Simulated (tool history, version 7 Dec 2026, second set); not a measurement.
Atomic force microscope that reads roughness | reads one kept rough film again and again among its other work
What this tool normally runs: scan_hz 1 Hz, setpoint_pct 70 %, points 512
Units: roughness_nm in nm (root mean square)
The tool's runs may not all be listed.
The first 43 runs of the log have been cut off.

run	hour	scan_hz	setpoint_pct	points	pictures with this tip	hours of work since the height scale was calibrated	roughness_nm
44	369.5	0.5	68	292	153	413	1.61
45	376.7	0.5	74	292	160	418	1.569
46	383.2	0.5	74	292	167	422	1.546
47	390.4	1	55	387	175	426	1.58
48	400.9	1	55	387	186	433	1.545
49	406.8	1	55	387	192	436	1.525
50	412.9	1	73	512	198	440	1.454
51	421.6	1	73	512	207	446	1.441
52	426.9	1	73	512	213	449	1.434

Forecast each of these 5 alternatives for the next run:
A	432.3	0.62	73	512	219	452	?
B	432.3	1	58	319	219	452	?
C	432.3	0.53	74	931	219	452	?
D	432.3	0.89	63	286	219	452	?
E	432.3	2.04	87	401	219	452	?

run	roughness_nm
A	1.451
B	1.46
C	1.48
D	1.442
E	1.164
The same runs, with their run-to-run variation unchanged, on a tool lacking any hidden condition would have given:
run	roughness_nm
A	2.032
B	2.045
C	2.073
D	2.018
E	1.627

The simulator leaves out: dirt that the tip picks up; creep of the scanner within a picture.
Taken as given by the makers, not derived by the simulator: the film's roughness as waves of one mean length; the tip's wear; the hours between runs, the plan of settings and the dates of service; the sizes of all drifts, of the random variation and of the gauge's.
